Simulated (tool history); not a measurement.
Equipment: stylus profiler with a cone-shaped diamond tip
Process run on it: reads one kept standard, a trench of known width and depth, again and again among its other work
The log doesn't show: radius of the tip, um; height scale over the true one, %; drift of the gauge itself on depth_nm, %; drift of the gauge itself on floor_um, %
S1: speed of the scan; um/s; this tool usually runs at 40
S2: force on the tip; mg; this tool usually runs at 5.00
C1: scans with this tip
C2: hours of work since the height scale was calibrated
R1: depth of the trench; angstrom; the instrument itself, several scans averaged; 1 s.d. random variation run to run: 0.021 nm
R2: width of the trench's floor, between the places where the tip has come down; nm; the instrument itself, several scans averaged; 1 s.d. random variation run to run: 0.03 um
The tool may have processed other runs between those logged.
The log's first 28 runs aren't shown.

run	hour	S1	S2	C1	C2	R1	R2
29	1052.0	19	13.76	16503	1526	1021.3	17980
30	1072.5	19	13.76	16628	1538	1021.8	18010
31	1099.1	69	2.91	16790	1553	1005.8	17750
32	1138.3	40	3.05	17029	1575	1006.1	17820
33	1159.2	43	13.01	17157	1587	1020.7	17950
34	1188.4	43	13.01	17335	1603	1021.0	17920
35	1217.0	131	13.01	17509	1619	1021.0	17790
36	1255.6	40	1.94	17744	1641	1003.7	17760
37	1278.5	115	7.38	17884	1654	1013.4	17710
38	1325.3	115	7.38	18169	1680	1013.0	17680
39	1351.9	17	14.10	18331	1695	1022.5	17960
40	1397.3	17	14.10	18608	1721	1022.0	17940
41	1419.1	111	6.16	18741	1733	1011.2	17690
42	1440.6	124	4.88	18872	1745	1009.4	17620
43	1474.9	34	1.94	19081	1765	1003.6	17850
44	1522.5	17	1.94	19371	1791	1003.7	17910
45	1562.1	17	1.94	19612	1814	1004.1	17950
46	1598.9	123	2.81	19837	1834	1005.2	17480

What if the next run were any one of these 4? Each begins from the tool's condition after run 46:
A	1634.6	50	4.12	20054	1855	?	?
B	1634.6	20	2.81	20054	1855	?	?
C	1634.6	40	6.55	20054	1855	?	?
D	1634.6	27	1.88	20054	1855	?	?

run	R1	R2
A	1007.8	17790
B	1005.5	17820
C	1012.0	17770
D	1003.6	17830
Stripped of hidden state, with their random variation kept, the same runs would have yielded:
run	R1	R2
A	1010.8	18430
B	1008.5	18470
C	1015.0	18420
D	1006.5	18480
